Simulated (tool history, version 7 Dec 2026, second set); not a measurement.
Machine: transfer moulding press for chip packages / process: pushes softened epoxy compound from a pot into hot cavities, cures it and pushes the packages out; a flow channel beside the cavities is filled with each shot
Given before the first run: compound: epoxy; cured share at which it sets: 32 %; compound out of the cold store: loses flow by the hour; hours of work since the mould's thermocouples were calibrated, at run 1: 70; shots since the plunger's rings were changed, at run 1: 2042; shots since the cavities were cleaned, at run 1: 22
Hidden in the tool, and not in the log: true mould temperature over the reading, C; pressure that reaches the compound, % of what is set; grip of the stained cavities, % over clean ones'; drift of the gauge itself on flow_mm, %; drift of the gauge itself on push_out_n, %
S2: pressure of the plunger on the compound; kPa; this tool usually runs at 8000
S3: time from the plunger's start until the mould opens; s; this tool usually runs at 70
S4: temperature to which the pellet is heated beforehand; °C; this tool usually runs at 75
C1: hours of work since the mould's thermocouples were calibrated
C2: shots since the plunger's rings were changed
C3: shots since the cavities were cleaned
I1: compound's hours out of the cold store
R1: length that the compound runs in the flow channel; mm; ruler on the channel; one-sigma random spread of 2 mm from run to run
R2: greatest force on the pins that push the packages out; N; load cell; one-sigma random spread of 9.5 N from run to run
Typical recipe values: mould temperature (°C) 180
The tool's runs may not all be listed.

Run 1, hour 0: usual settings; C1 70; C2 2042; C3 22; I1 30.9. Result: R1 743 mm, R2 498 N.
Run 2, hour 7.2: usual settings but mould temperature (°C) 181; C1 75; C2 2173; C3 153; I1 37.6. Result: R1 721 mm, R2 576 N.
Run 3, hour 13.5: usual settings but S3 58 s; C1 80; C2 2287; C3 267; I1 27.3. Result: R1 759 mm, R2 1190 N.
Run 4, hour 24.3: usual settings but S3 58 s; C1 88; C2 2484; C3 464; I1 20.8. Result: R1 781 mm, R2 1417 N.
Run 5, hour 34.8: usual settings but S3 58 s; C1 95; C2 2674; C3 654; I1 43.7. Result: R1 685 mm, R2 1308 N.
At hour 43.9: cavities cleaned with cleaning compound and waxed.
At hour 48.1: plunger's sealing rings changed.
Run 6, hour 52.1: usual settings; C1 105; C2 72; C3 103; I1 16.6. Result: R1 838 mm, R2 613 N.
Run 7, hour 62.1: usual settings but S2 8720 kPa; C1 113; C2 254; C3 285; I1 24. Result: R1 839 mm, R2 739 N.
Run 8, hour 74.4: usual settings but S2 8720 kPa; C1 122; C2 478; C3 509; I1 20.7. Result: R1 846 mm, R2 874 N.
Run 9, hour 85.7: usual settings but S2 9180 kPa; C1 130; C2 684; C3 715; I1 11.2. Result: R1 917 mm, R2 976 N.
At hour 91.5: cavities cleaned with cleaning compound and waxed.
Run 10, hour 98.4: usual settings but S2 9180 kPa; C1 138; C2 886; C3 126; I1 44.2. Result: R1 759 mm, R2 567 N.
Run 11, hour 107.3: usual settings but S2 9180 kPa; C1 145; C2 1048; C3 288; I1 22.1. Result: R1 851 mm, R2 757 N.
Run 12, hour 114.7: usual settings but S2 9180 kPa; C1 150; C2 1182; C3 422; I1 8.3. Result: R1 925 mm, R2 884 N.
Run 13, hour 121.4: usual settings but S2 9180 kPa; C1 155; C2 1305; C3 545; I1 43.4. Result: R1 757 mm, R2 817 N.
Run 14, hour 132.9: usual settings but S2 9810 kPa, S3 96 s; C1 164; C2 1514; C3 754; I1 37.4. Result: R1 804 mm, R2 505 N.
At hour 136.3: cavities cleaned with cleaning compound and waxed.
Run 15, hour 147.8: usual settings but S2 9810 kPa, S3 96 s; C1 174; C2 1757; C3 209; I1 30.2. Result: R1 835 mm, R2 398 N.
Run 16, hour 155.5: usual settings but S2 9810 kPa, S3 96 s; C1 179; C2 1896; C3 348; I1 19.3. Result: R1 884 mm, R2 440 N.
Run 17, hour 161.4: usual settings but mould temperature (°C) 187, S2 7080 kPa, S3 96 s; C1 184; C2 2005; C3 457; I1 24. Result: R1 723 mm, R2 434 N.

What does the tool deliver on the next run?
Run 18, hour 170.7: usual settings but mould temperature (°C) 173, S2 6440 kPa, S3 63 s; C1 191; C2 2172; C3 624; I1 44.2. Result: R1 ?, R2 ?.

R1: 633 mm
R2: 1552 N
With no hidden state in the tool, this same run would have given R1 658 mm, R2 832 N.
